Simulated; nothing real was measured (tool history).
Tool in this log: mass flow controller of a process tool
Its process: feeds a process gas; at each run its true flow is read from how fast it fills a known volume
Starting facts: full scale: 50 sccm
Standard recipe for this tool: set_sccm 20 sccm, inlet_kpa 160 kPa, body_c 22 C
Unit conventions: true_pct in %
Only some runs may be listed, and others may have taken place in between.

run,hour,set_sccm,inlet_kpa,body_c,true_pct
1,0,20,160,22,99.79
2,90.5,20,160,22,100.09
3,168.1,42,160,22,100.94
4,270.8,40,160,22,100.76
5,384.7,40,160,22,100.9
6,448.5,20,160,38,99.38
7,517,20,160,22,100.2
8,599.5,20,160,22,100.34
9,700.5,20,160,22,100.12
10,804,20,160,22,100.31
11,898.5,20,160,22,100.26
12,984.5,20,160,22,100.39
13,1133.8,20,160,22,100.45
14,1220.7,20,160,22,100.48
15,1372,20,160,22,100.66
16,1462.9,20,160,22,100.62
17,1572,20,256,22,100.95
18,1720.7,20,256,22,101.07
19,1858.7,23,256,22,101.22
20,1992.2,20,269,22,101.31
21,2101,20,269,22,101.38
22,2231.2,24,160,22,100.84
23,2314.9,6,160,22,102.69
24,2427.8,20,160,22,100.93
25,2542.6,20,216,22,101.25
26,2619.4,20,216,22,101.28
27,2696.9,20,160,28,100.71
28,2823.3,20,160,28,100.87
29,2903.5,20,160,28,100.93
30,3042.4,20,160,28,100.78
31,3104.8,14,160,34,100.77
32,3202.7,9,160,30,101.74
33,3263.6,6,152,25,103.23
34,3374.1,6,152,25,103.37
35,3450.7,20,160,29,101.01
36,3527.8,20,245,21,101.84
37,3622.1,20,245,21,101.83
38,3738.9,20,268,21,102.02
39,3805.6,25,202,32,101.07
40,3871.4,25,202,32,101.2
41,3983.2,16,140,32,100.89
42,4121.6,9,242,26,102.99
43,4202.6,9,242,26,103.04
44,4316.2,8,171,30,102.76
45,4396.4,7,148,39,102.74
46,4538.7,7,148,39,102.97
47,4668.3,7,148,39,102.98
48,4739.6,20,160,38,100.93

Forecast each of these 3 alternatives for the next run:
A,4849.4,20,242,30,?
B,4849.4,18,160,22,?
C,4849.4,20,180,40,?

run,true_pct
A,101.88
B,101.83
C,101.05
With no hidden state in the tool, these same runs would have given:
run,true_pct
A,98.11
B,97.89
C,97.27
